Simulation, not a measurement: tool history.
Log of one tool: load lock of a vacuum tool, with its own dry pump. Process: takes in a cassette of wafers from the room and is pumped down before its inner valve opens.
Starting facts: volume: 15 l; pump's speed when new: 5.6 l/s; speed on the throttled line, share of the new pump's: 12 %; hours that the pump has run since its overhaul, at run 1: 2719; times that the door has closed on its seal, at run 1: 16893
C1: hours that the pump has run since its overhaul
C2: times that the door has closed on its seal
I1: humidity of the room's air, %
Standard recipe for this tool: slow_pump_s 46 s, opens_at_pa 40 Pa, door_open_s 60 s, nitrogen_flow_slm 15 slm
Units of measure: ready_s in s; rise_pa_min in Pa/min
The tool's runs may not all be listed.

Run 1, hour 0: usual settings; C1 2719; C2 16893; I1 45. Result: ready_s 62.8 s, rise_pa_min 0.253 Pa/min.
Run 2, hour 103.8: usual settings; C1 2823; C2 17367; I1 43.3. Result: ready_s 63.4 s, rise_pa_min 0.259 Pa/min.
Run 3, hour 194.5: usual settings; C1 2914; C2 17782; I1 45.7. Result: ready_s 62.3 s, rise_pa_min 0.276 Pa/min.
Run 4, hour 248.3: usual settings but door_open_s 61 s; C1 2968; C2 18028; I1 45.2. Result: ready_s 62.5 s, rise_pa_min 0.276 Pa/min.
Run 5, hour 348.4: usual settings but door_open_s 61 s; C1 3068; C2 18485; I1 44. Result: ready_s 63.2 s, rise_pa_min 0.286 Pa/min.
Run 6, hour 452.3: usual settings but door_open_s 61 s; C1 3172; C2 18960; I1 46.6. Result: ready_s 62.4 s, rise_pa_min 0.304 Pa/min.
Run 7, hour 549.8: usual settings but door_open_s 61 s; C1 3269; C2 19405; I1 49.5. Result: ready_s 62.1 s, rise_pa_min 0.308 Pa/min.
Run 8, hour 633: usual settings; C1 3352; C2 19785; I1 42.8. Result: ready_s 62.6 s, rise_pa_min 0.315 Pa/min.
Run 9, hour 689.3: usual settings; C1 3409; C2 20043; I1 42.8. Result: ready_s 63.4 s, rise_pa_min 0.32 Pa/min.
At hour 722.6: door's seal changed, seat wiped.
Run 10, hour 774.7: usual settings; C1 3493; C2 238; I1 44.8. Result: ready_s 62.4 s, rise_pa_min 0.044 Pa/min.
Run 11, hour 822.7: usual settings but opens_at_pa 33 Pa; C1 3541; C2 458; I1 42.5. Result: ready_s 62.9 s, rise_pa_min 0.04 Pa/min.
Run 12, hour 890.3: usual settings but opens_at_pa 33 Pa; C1 3608; C2 766; I1 44. Result: ready_s 63.1 s, rise_pa_min 0.044 Pa/min.
Run 13, hour 937.8: usual settings but opens_at_pa 33 Pa; C1 3656; C2 983; I1 43.8. Result: ready_s 64 s, rise_pa_min 0.046 Pa/min.
Run 14, hour 1016.5: usual settings but door_open_s 228 s; C1 3734; C2 1343; I1 46.7. Result: ready_s 62.3 s, rise_pa_min 0.118 Pa/min.
Run 15, hour 1103.9: usual settings but door_open_s 228 s, nitrogen_flow_slm 5 slm; C1 3822; C2 1743; I1 46. Result: ready_s 62.6 s, rise_pa_min 0.177 Pa/min.
Run 16, hour 1167: usual settings but door_open_s 183 s, nitrogen_flow_slm 30 slm; C1 3885; C2 2031; I1 47. Result: ready_s 62.6 s, rise_pa_min 0.076 Pa/min.
Run 17, hour 1249.3: usual settings but door_open_s 52 s, nitrogen_flow_slm 30 slm; C1 3967; C2 2407; I1 45.4. Result: ready_s 62.7 s, rise_pa_min 0.043 Pa/min.
Run 18, hour 1306.3: usual settings but slow_pump_s 84 s, door_open_s 52 s, nitrogen_flow_slm 30 slm; C1 4024; C2 2667; I1 43.3. Result: ready_s 95 s, rise_pa_min 0.043 Pa/min.
Run 19, hour 1395.5: usual settings but slow_pump_s 84 s, door_open_s 107 s, nitrogen_flow_slm 30 slm; C1 4113; C2 3075; I1 45.2. Result: ready_s 95.4 s, rise_pa_min 0.063 Pa/min.
Run 20, hour 1494.5: usual settings but slow_pump_s 84 s, opens_at_pa 30 Pa, door_open_s 107 s, nitrogen_flow_slm 19 slm; C1 4212; C2 3527; I1 46.9. Result: ready_s 98.3 s, rise_pa_min 0.081 Pa/min.
Run 21, hour 1597.7: usual settings but slow_pump_s 84 s, opens_at_pa 30 Pa, door_open_s 107 s, nitrogen_flow_slm 19 slm; C1 4316; C2 3999; I1 44.8. Result: ready_s 97.2 s, rise_pa_min 0.086 Pa/min.
Run 22, hour 1639.5: usual settings but slow_pump_s 84 s, opens_at_pa 30 Pa, door_open_s 107 s, nitrogen_flow_slm 19 slm; C1 4357; C2 4190; I1 46.9. Result: ready_s 96.7 s, rise_pa_min 0.089 Pa/min.
Run 23, hour 1720.5: usual settings but slow_pump_s 84 s, opens_at_pa 30 Pa, door_open_s 107 s, nitrogen_flow_slm 19 slm; C1 4438; C2 4561; I1 44.5. Result: ready_s 96.6 s, rise_pa_min 0.087 Pa/min.
Run 24, hour 1823: usual settings but slow_pump_s 61 s, opens_at_pa 53 Pa, door_open_s 100 s; C1 4541; C2 5029; I1 46.8. Result: ready_s 75.1 s, rise_pa_min 0.097 Pa/min.
Run 25, hour 1876.5: usual settings but slow_pump_s 61 s, opens_at_pa 53 Pa, door_open_s 218 s, nitrogen_flow_slm 7 slm; C1 4594; C2 5273; I1 46.5. Result: ready_s 75.3 s, rise_pa_min 0.194 Pa/min.
Run 26, hour 1925.3: usual settings but opens_at_pa 39 Pa; C1 4643; C2 5496; I1 46.7. Result: ready_s 63.3 s, rise_pa_min 0.083 Pa/min.
Run 27, hour 2004.6: usual settings but slow_pump_s 27 s, opens_at_pa 46 Pa, door_open_s 70 s; C1 4722; C2 5858; I1 42.5. Result: ready_s 46 s, rise_pa_min 0.1 Pa/min.
Run 28, hour 2080: usual settings but opens_at_pa 29 Pa, nitrogen_flow_slm 39 slm; C1 4798; C2 6203; I1 46.5. Result: ready_s 63.3 s, rise_pa_min 0.07 Pa/min.
Run 29, hour 2151.9: usual settings but opens_at_pa 43 Pa, door_open_s 35 s; C1 4870; C2 6532; I1 46.9. Result: ready_s 62.4 s, rise_pa_min 0.085 Pa/min.
Run 30, hour 2195.3: usual settings but slow_pump_s 51 s, opens_at_pa 45 Pa; C1 4913; C2 6730; I1 45.8. Result: ready_s 67.7 s, rise_pa_min 0.096 Pa/min.

Measured result minus the same run's result without the hidden state. Both carry the same run-to-run variation, though not necessarily the same gauge scatter:
The tool's hidden condition here consists of: pump's speed, % of a new pump's; leak at the door's seal, Pa l/s; drift of the gauge itself on ready_s, %; drift of the gauge itself on rise_pa_min, %.
run  ready_s  rise_pa_min
  1     +0.8        +0.21
  2     +0.8       +0.219
  3     +0.8        +0.23
  4     +0.8       +0.231
  5     +0.8       +0.243
  6     +0.9       +0.255
  7     +0.9        +0.26
  8     +0.9        +0.27
  9     +0.9       +0.282
 10     +0.9       +0.004
 11     +0.9       +0.005
 12       +1       +0.005
 13       +1       +0.006
 14       +1       +0.008
 15       +1       +0.011
 16       +1       +0.013
 17       +1       +0.015
 18     +0.7       +0.016
 19     +0.8       +0.019
 20     +0.8       +0.023
 21     +0.9       +0.026
 22     +0.9       +0.029
 23     +0.9       +0.031
 24       +1       +0.035
 25       +1       +0.037
 26     +1.1        +0.04
 27     +1.3       +0.044
 28     +1.3       +0.047
 29     +1.2       +0.051
 30     +1.1       +0.053

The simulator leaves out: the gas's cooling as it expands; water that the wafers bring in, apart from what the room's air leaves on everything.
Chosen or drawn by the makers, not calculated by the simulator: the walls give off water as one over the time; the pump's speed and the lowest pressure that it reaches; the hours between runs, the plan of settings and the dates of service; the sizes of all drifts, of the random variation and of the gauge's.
